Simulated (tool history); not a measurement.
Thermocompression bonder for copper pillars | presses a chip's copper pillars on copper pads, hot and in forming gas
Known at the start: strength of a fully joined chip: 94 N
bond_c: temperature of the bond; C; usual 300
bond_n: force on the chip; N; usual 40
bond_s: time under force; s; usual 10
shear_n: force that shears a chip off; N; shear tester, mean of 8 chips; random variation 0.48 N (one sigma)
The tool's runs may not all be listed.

{"run": 1, "hour": 0.0, "bond_c": 300, "bond_n": 40, "bond_s": 10, "shear_n": 45.5}
{"run": 2, "hour": 30.1, "bond_c": 300, "bond_n": 40, "bond_s": 10, "shear_n": 44.6}
{"run": 3, "hour": 73.8, "bond_c": 300, "bond_n": 40, "bond_s": 10, "shear_n": 44.1}
{"run": 4, "hour": 116.3, "bond_c": 300, "bond_n": 40, "bond_s": 10, "shear_n": 43.8}
{"run": 5, "hour": 154.2, "bond_c": 327, "bond_n": 40, "bond_s": 10, "shear_n": 60.5}
{"run": 6, "hour": 172.1, "bond_c": 300, "bond_n": 40, "bond_s": 10, "shear_n": 43.2}
{"run": 7, "hour": 203.9, "bond_c": 317, "bond_n": 38, "bond_s": 10, "shear_n": 52.7}
{"run": 8, "hour": 247.5, "bond_c": 317, "bond_n": 56, "bond_s": 7, "shear_n": 54.0}
{"hour": 274.3, "done": "heater calibrated with a thermocouple chip"}
{"run": 9, "hour": 291.2, "bond_c": 329, "bond_n": 49, "bond_s": 7, "shear_n": 63.6}
{"run": 10, "hour": 326.4, "bond_c": 307, "bond_n": 30, "bond_s": 13, "shear_n": 50.9}
{"run": 11, "hour": 369.5, "bond_c": 328, "bond_n": 46, "bond_s": 6, "shear_n": 58.4}
{"hour": 377.7, "done": "forming gas filter changed"}
{"run": 12, "hour": 405.6, "bond_c": 279, "bond_n": 26, "bond_s": 10, "shear_n": 31.5}

Forecast each of these 5 alternatives for the next run:
{"run": "A", "hour": 432.8, "bond_c": 296, "bond_n": 54, "bond_s": 10, "shear_n": "?"}
{"run": "B", "hour": 432.8, "bond_c": 288, "bond_n": 40, "bond_s": 18, "shear_n": "?"}
{"run": "C", "hour": 432.8, "bond_c": 282, "bond_n": 42, "bond_s": 6, "shear_n": "?"}
{"run": "D", "hour": 432.8, "bond_c": 279, "bond_n": 27, "bond_s": 10, "shear_n": "?"}
{"run": "E", "hour": 432.8, "bond_c": 279, "bond_n": 25, "bond_s": 10, "shear_n": "?"}

run=A shear_n=54.7
run=B shear_n=53.2
run=C shear_n=33.1
run=D shear_n=30.9
run=E shear_n=29.4
Without the tool's hidden state the same runs would have given:
run=A shear_n=55.1
run=B shear_n=53.6
run=C shear_n=33.4
run=D shear_n=31.1
run=E shear_n=29.6
